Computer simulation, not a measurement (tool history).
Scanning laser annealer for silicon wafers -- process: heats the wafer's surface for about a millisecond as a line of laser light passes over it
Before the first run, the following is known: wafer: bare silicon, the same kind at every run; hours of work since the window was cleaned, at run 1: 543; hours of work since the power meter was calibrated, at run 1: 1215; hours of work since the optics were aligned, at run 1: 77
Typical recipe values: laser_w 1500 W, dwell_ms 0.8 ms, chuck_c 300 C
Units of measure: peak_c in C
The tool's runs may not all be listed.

run    hour  laser_w  dwell_ms  chuck_c  hours of work since the window was cleaned  hours of work since the power meter was calibrated  hours of work since the optics were aligned  peak_c
  1       0     1500       0.8      300                                         543                                                1215                                           77    1010
  2    36.1     1500       0.8      286                                         570                                                1243                                          105     995
       63.2  -- window over the wafer cleaned
  3    71.7     1500       0.8      286                                           7                                                1268                                          130     994
  4   136.1     1500     0.857      300                                          55                                                1317                                          179    1035
  5   171.8     1500       0.8      300                                          83                                                1344                                          206    1009
  6   237.6     1500       0.8      300                                         132                                                1394                                          256    1011
  7   287.2     1483       0.8      300                                         170                                                1432                                          294    1001
  8   329.1     1483       0.8      300                                         202                                                1464                                          326    1001
  9   391.9     1483       0.8      300                                         250                                                1511                                          374     999
 10   455.9     1500       0.9      300                                         298                                                1560                                          422    1054
 11   490.3     1500       0.9      300                                         324                                                1586                                          448    1051
 12   527.3     1500       0.9      300                                         352                                                1614                                          476    1055
 13   563.1     1500       0.9      300                                         380                                                1641                                          504    1056
 14   627.3     1500       0.9      300                                         428                                                1690                                          552    1053
 15   668.6     1500       0.9      300                                         460                                                1721                                          584    1055
 16   723.4     1500       0.9      300                                         501                                                1763                                          625    1053
 17   767.5     1500       0.9      300                                         535                                                1797                                          659    1050
 18   802.9     1344     0.731      316                                         562                                                1823                                          686     928
      832.3  -- optics aligned, line set to its width
      844.7  -- window over the wafer cleaned
 19   844.7     1500       0.8      324                                           0                                                1850                                            8    1033
 20   880.1     1500     0.853      329                                          27                                                1877                                           35    1065
 21   928.5     1296     0.811      332                                          64                                                1913                                           71     956
 22     986     1575      0.81      316                                         107                                                1957                                          115    1061
 23  1038.2     1283     0.577      268                                         147                                                1997                                          155     790
 24  1101.1     1500     0.907      300                                         195                                                2045                                          203    1057
 25  1157.5     1572     0.593      303                                         238                                                2087                                          245     939
 26  1215.1     1604     0.927      300                                         281                                                2131                                          289    1113
 27  1261.8     1446     0.643      300                                         317                                                2167                                          325     914
 28  1321.1     1446     0.643      300                                         362                                                2212                                          370     914
 29  1385.4     1594     0.947      294                                         411                                                2260                                          418    1111
 30  1424.1     1594     0.947      294                                         440                                                2290                                          448    1110
 31  1468.8     1562       0.8      300                                         474                                                2324                                          482    1037
 32  1503.1     1312     0.569      297                                         500                                                2350                                          508     829
 33  1555.7     1447     0.726      274                                         540                                                2390                                          548     928

Below are 4 alternative next runs, each starting from the tool's condition after run 33. Predict each:
  A  1598.5     1284     0.585      261                                         572                                                2422                                          580       ?
  B  1598.5     1500     0.791      300                                         572                                                2422                                          580       ?
  C  1598.5     1447     0.726      314                                         572                                                2422                                          580       ?
  D  1598.5     1500     0.589      334                                         572                                                2422                                          580       ?

run  peak_c
  A     785
  B    1005
  C     967
  D     942
With the hidden condition removed and each run's random variation left untouched, the same runs would have given:
run  peak_c
  A     786
  B    1006
  C     968
  D     943
